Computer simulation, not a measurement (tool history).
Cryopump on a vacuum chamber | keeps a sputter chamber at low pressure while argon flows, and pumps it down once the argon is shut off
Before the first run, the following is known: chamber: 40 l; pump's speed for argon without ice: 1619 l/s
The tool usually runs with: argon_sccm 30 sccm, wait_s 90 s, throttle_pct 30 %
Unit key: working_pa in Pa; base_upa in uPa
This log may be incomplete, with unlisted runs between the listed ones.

Run 1, hour 0: usual settings. Result: working_pa 0.1055 Pa, base_upa 0.8 uPa.
Run 2, hour 21.2: usual settings. Result: working_pa 0.1047 Pa, base_upa 0.82 uPa.
Run 3, hour 48.3: usual settings. Result: working_pa 0.1057 Pa, base_upa 0.85 uPa.
Run 4, hour 64.7: usual settings but wait_s 102 s. Result: working_pa 0.1042 Pa, base_upa 0.8 uPa.
Run 5, hour 77.2: usual settings but wait_s 102 s. Result: working_pa 0.1048 Pa, base_upa 0.81 uPa.
Run 6, hour 103.8: usual settings but wait_s 102 s. Result: working_pa 0.1061 Pa, base_upa 0.8 uPa.
Run 7, hour 131: usual settings but wait_s 102 s. Result: working_pa 0.1056 Pa, base_upa 0.86 uPa.
Run 8, hour 142.6: usual settings but wait_s 102 s. Result: working_pa 0.1047 Pa, base_upa 0.88 uPa.
Run 9, hour 158.6: usual settings but wait_s 102 s. Result: working_pa 0.1058 Pa, base_upa 0.9 uPa.
Run 10, hour 182: usual settings but argon_sccm 52 sccm, wait_s 102 s. Result: working_pa 0.182 Pa, base_upa 0.93 uPa.
Run 11, hour 209.7: usual settings but throttle_pct 40 %. Result: working_pa 0.0793 Pa, base_upa 1.04 uPa.
Run 12, hour 226.3: usual settings but wait_s 30 s. Result: working_pa 0.1051 Pa, base_upa 2.13 uPa.
Run 13, hour 247.9: usual settings but wait_s 293 s. Result: working_pa 0.1043 Pa, base_upa 0.67 uPa.
Run 14, hour 267.8: usual settings but wait_s 293 s. Result: working_pa 0.1055 Pa, base_upa 0.65 uPa.
Run 15, hour 291.8: usual settings but wait_s 293 s. Result: working_pa 0.1051 Pa, base_upa 0.67 uPa.
Run 16, hour 319.8: usual settings but throttle_pct 24 %. Result: working_pa 0.1322 Pa, base_upa 1.18 uPa.
Run 17, hour 341.5: usual settings but throttle_pct 24 %. Result: working_pa 0.1319 Pa, base_upa 1.19 uPa.
Run 18, hour 367.7: usual settings but throttle_pct 24 %. Result: working_pa 0.1321 Pa, base_upa 1.2 uPa.
Run 19, hour 395.4: usual settings but argon_sccm 16 sccm, throttle_pct 24 %. Result: working_pa 0.07 Pa, base_upa 1.23 uPa.
Run 20, hour 416.9: usual settings but argon_sccm 17 sccm, wait_s 82 s, throttle_pct 16 %. Result: working_pa 0.112 Pa, base_upa 1.33 uPa.
Run 21, hour 444.6: usual settings but argon_sccm 26 sccm, wait_s 82 s, throttle_pct 18 %. Result: working_pa 0.1519 Pa, base_upa 1.41 uPa.
Run 22, hour 463.7: usual settings but argon_sccm 13 sccm, wait_s 169 s, throttle_pct 22 %. Result: working_pa 0.0624 Pa, base_upa 1.07 uPa.
Run 23, hour 479.7: usual settings but argon_sccm 23 sccm, wait_s 25 s, throttle_pct 43 %. Result: working_pa 0.0576 Pa, base_upa 2.73 uPa.
Run 24, hour 505.1: usual settings but wait_s 264 s, throttle_pct 33 %. Result: working_pa 0.0974 Pa, base_upa 0.97 uPa.
Run 25, hour 531.2: usual settings but wait_s 49 s, throttle_pct 33 %. Result: working_pa 0.0966 Pa, base_upa 1.86 uPa.
Run 26, hour 545.1: usual settings but argon_sccm 41 sccm, wait_s 49 s, throttle_pct 17 %. Result: working_pa 0.2553 Pa, base_upa 1.87 uPa.
Run 27, hour 557.3: usual settings but argon_sccm 41 sccm, wait_s 49 s, throttle_pct 17 %. Result: working_pa 0.2538 Pa, base_upa 1.88 uPa.
Run 28, hour 575.4: usual settings but argon_sccm 15 sccm, wait_s 215 s, throttle_pct 39 %. Result: working_pa 0.0407 Pa, base_upa 1.14 uPa.
Run 29, hour 591.5: usual settings but argon_sccm 15 sccm, wait_s 215 s, throttle_pct 28 %. Result: working_pa 0.0558 Pa, base_upa 1.15 uPa.
Run 30, hour 607: usual settings but argon_sccm 15 sccm, wait_s 215 s, throttle_pct 28 %. Result: working_pa 0.0567 Pa, base_upa 1.21 uPa.
Run 31, hour 624.4: usual settings but argon_sccm 55 sccm, wait_s 109 s, throttle_pct 28 %. Result: working_pa 0.2093 Pa, base_upa 1.46 uPa.
Run 32, hour 637.5: usual settings but argon_sccm 55 sccm, wait_s 109 s, throttle_pct 21 %. Result: working_pa 0.2756 Pa, base_upa 1.42 uPa.
Run 33, hour 654: usual settings but argon_sccm 55 sccm, wait_s 109 s, throttle_pct 21 %. Result: working_pa 0.2793 Pa, base_upa 1.48 uPa.
Run 34, hour 675.6: usual settings but argon_sccm 20 sccm, wait_s 118 s, throttle_pct 48 %. Result: working_pa 0.0454 Pa, base_upa 1.41 uPa.
Run 35, hour 688.4: usual settings but argon_sccm 58 sccm, wait_s 67 s, throttle_pct 21 %. Result: working_pa 0.2936 Pa, base_upa 1.8 uPa.

Selected run-to-run steps in working_pa, each split into two signed amounts: the part the tool would show with no hidden state at all (from settings, incoming material and random variation), and the remainder, which goes to the hidden state together with any gauge scatter not common to the measured and the hidden-state-free results:
Hidden state at play: pump's speed, % of a pump's without ice; cold plate's temperature, K; leak into the chamber, uPa l/s; drift of the gauge itself on working_pa, %; drift of the gauge itself on base_upa, %.
Run 27 -> 28: argon_sccm 41 -> 15, wait_s 49 -> 215, throttle_pct 17 -> 39. working_pa -0.2131 Pa: hidden state -0.0021, all else -0.211.
Run 30 -> 31: argon_sccm 15 -> 55, wait_s 215 -> 109. working_pa +0.1526 Pa: hidden state +0.0036, all else +0.149.
Run 33 -> 34: argon_sccm 55 -> 20, wait_s 109 -> 118, throttle_pct 21 -> 48. working_pa -0.2339 Pa: hidden state -0.0032, all else -0.2307.
Run 34 -> 35: argon_sccm 20 -> 58, wait_s 118 -> 67, throttle_pct 48 -> 21. working_pa +0.2482 Pa: hidden state +0.0037, all else +0.2445.
